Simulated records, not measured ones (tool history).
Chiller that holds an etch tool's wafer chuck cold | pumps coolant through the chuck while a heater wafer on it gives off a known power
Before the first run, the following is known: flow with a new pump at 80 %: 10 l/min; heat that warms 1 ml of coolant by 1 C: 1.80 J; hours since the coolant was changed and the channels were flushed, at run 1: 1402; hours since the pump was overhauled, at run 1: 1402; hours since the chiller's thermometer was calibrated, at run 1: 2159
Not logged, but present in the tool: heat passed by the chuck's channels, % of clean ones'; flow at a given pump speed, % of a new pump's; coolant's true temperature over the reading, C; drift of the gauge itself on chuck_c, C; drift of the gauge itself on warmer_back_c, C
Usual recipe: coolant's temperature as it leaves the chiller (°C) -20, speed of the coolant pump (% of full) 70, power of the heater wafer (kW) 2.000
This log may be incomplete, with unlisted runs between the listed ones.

run,hour,coolant's temperature as it leaves the chiller (°C),speed of the coolant pump (% of full),power of the heater wafer (kW),hours since the coolant was changed and the channels were flushed,hours since the pump was overhauled,hours since the chiller's thermometer was calibrated,chuck's temperature once it has settled (°C),how much warmer the coolant comes back (C)
1,0.0,-20,70,2.000,1402,1402,2159,-1.7,8.16
2,44.6,-20,70,2.000,1447,1447,2204,-1.6,8.23
3,130.0,-20,70,2.000,1532,1532,2289,-1.7,8.20
4,173.6,-20,94,2.000,1576,1576,2333,-5.4,5.91
5,260.9,-20,77,2.000,1663,1663,2420,-2.7,7.40
6,326.5,-20,77,1.223,1729,1729,2485,-9.7,4.51
7,407.0,-20,77,1.223,1809,1809,2566,-9.6,4.54
8,455.6,-20,86,1.223,1858,1858,2615,-10.4,4.00
9,512.7,-20,70,1.827,1915,1915,2672,-2.9,7.54
10,580.1,-20,70,2.000,1982,1982,2739,-1.3,8.31
# hour 590.0: coolant pump overhauled
11,647.1,-23,60,1.466,2044,57,2801,-7.3,7.39
12,694.8,-23,60,1.466,2092,105,2849,-7.3,7.48
13,761.3,-17,71,1.035,2159,171,2915,-7.3,4.33
14,816.7,-17,72,1.035,2214,227,2971,-7.4,4.34
15,874.9,-17,72,1.035,2272,285,3029,-7.5,4.37
# hour 887.4: coolant pump overhauled, once more
16,932.3,-29,72,2.379,2325,45,3081,-8.1,8.89
17,1022.6,-14,80,1.029,2415,135,3172,-6.0,3.36
18,1078.3,-27,77,1.270,2471,191,3227,-16.6,4.48
# hour 1124.6: chiller's thermometer calibrated
19,1135.9,-26,61,2.000,2527,247,11,-5.1,9.05
20,1174.1,-26,61,2.000,2565,286,49,-5.4,9.04

Forecast each of these 4 alternatives for the next run:
A,1235.4,-26,63,1.367,2627,347,111,?,?
B,1235.4,-20,70,1.745,2627,347,111,?,?
C,1235.4,-12,93,2.000,2627,347,111,?,?
D,1235.4,-21,62,2.000,2627,347,111,?,?

run,chuck's temperature once it has settled (°C),how much warmer the coolant comes back (C)
A,-12.1,5.98
B,-3.4,6.85
C,3.1,5.70
D,-0.4,9.00
What these runs would have given with no unlogged condition in the tool:
run,chuck's temperature once it has settled (°C),how much warmer the coolant comes back (C)
A,-13.2,5.91
B,-4.7,6.76
C,1.9,5.63
D,-2.0,8.89
